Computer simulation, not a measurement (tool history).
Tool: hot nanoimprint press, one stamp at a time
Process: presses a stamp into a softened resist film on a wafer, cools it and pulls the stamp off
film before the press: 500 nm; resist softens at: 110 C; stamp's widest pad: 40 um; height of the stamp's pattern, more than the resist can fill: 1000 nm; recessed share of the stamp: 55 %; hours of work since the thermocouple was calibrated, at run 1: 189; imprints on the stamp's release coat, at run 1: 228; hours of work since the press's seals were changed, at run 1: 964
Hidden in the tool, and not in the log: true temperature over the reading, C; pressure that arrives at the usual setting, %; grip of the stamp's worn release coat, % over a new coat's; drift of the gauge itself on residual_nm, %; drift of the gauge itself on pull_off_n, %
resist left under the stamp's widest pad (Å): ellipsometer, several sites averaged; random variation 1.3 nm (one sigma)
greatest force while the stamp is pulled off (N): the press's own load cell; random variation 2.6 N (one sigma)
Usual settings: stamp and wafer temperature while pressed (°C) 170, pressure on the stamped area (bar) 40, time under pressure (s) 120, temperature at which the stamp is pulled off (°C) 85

run	hour	stamp and wafer temperature while pressed (°C)	pressure on the stamped area (bar)	time under pressure (s)	temperature at which the stamp is pulled off (°C)	hours of work since the thermocouple was calibrated	imprints on the stamp's release coat	hours of work since the press's seals were changed	resist left under the stamp's widest pad (Å)	greatest force while the stamp is pulled off (N)
1	0	170	40	120	85	189	228	964	1953	119
2	75.6	170	54.5	120	85	223	454	998	1692	128
3	126	170	54.5	120	85	245	605	1021	1699	136
# hour 162: stamp cleaned and given a new release coat
4	172.7	170	40	120	91	264	32	1039	1917	99
5	231.9	170	40	120	91	290	209	1065	1911	103
6	274.8	170	40	163	85	309	337	1085	1699	121
7	307.3	170	40	163	85	324	435	1099	1668	130
8	365.5	170	40	163	85	350	608	1125	1653	133
# hour 402: stamp cleaned and given a new release coat
9	416.8	170	40	163	85	370	44	1145	1677	118
10	458.1	170	40	163	85	389	167	1164	1666	117
11	495	170	40	163	85	405	278	1180	1675	123
12	527.2	170	40	120	85	419	374	1195	1888	124
13	597.2	170	40	120	85	451	583	1226	1864	131
14	629.7	174	40	120	85	465	680	1241	1622	129
# hour 646: stamp cleaned and given a new release coat
15	690	170	40	120	85	490	132	1265	1871	115
16	729.1	179	55.9	120	93	507	248	1282	1177	92
# hour 746.2: plate thermocouple calibrated
# hour 793.5: press's hydraulic seals changed and the load cell set to zero
17	806.7	179	55.9	120	93	23	447	6	1198	104

The next listed run, before its measurement:
18	852.2	179	55.9	120	93	44	583	26	?	?

{"run 18": {"resist left under the stamp's widest pad (Å)": 1193, "greatest force while the stamp is pulled off (N)": 106}}
Without the tool's hidden state the same run would have given resist left under the stamp's widest pad (Å) 1208, greatest force while the stamp is pulled off (N) 94.
